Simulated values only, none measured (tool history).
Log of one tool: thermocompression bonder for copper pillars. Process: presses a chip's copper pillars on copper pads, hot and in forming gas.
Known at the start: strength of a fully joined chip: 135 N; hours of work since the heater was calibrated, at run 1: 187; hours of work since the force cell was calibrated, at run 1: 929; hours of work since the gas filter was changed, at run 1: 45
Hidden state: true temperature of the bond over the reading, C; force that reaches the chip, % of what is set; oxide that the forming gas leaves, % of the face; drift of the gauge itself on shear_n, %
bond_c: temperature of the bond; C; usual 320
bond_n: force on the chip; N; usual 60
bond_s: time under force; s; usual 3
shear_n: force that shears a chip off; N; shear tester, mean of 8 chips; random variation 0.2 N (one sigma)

run,hour,bond_c,bond_n,bond_s,hours of work since the heater was calibrated,hours of work since the force cell was calibrated,hours of work since the gas filter was changed,shear_n
1,0,320,60,3,187,929,45,69.4
2,40.9,320,60,3,209,951,67,69.7
3,104.6,320,60,3,243,985,101,69.2
4,166.2,320,37,3,276,1018,134,41.6
5,204.2,320,37,3,296,1038,154,41.6
6,237.6,348,60,3,314,1056,172,85.6
7,305.3,348,60,3,350,1092,208,84.8
8,378.9,348,60,3,389,1131,247,85
9,408.6,301,60,3,405,1147,263,58.1
10,442.9,301,60,3,423,1165,282,57.9
11,492.4,310,56,3,450,1192,308,58.7
12,540.9,310,69,3,476,1218,334,72.2
13,578.4,320,43,3,496,1238,354,48.9
14,621.9,320,49,2,519,1261,377,48.4
15,672.8,320,49,2,546,1288,404,47.9
16,710.7,290,60,5,566,1308,425,62.8
17,779.9,320,44,8,603,1345,461,71.2
# hour 807.4: forming gas filter changed
18,810.2,307,46,6,619,1361,1,60.1
19,849,307,78,6,640,1382,22,95.3
20,916.9,324,49,4,676,1418,58,64.2

3 ways to go on from here, each from the tool as it stands after run 20. What would each give?
A,972.1,292,60,3,706,1448,88,?
B,972.1,340,54,4,706,1448,88,?
C,972.1,310,60,3,706,1448,88,?

run,shear_n
A,52.7
B,79.7
C,63.2
Without the tool's hidden state the same runs would have given:
run,shear_n
A,53.2
B,80.6
C,63.9
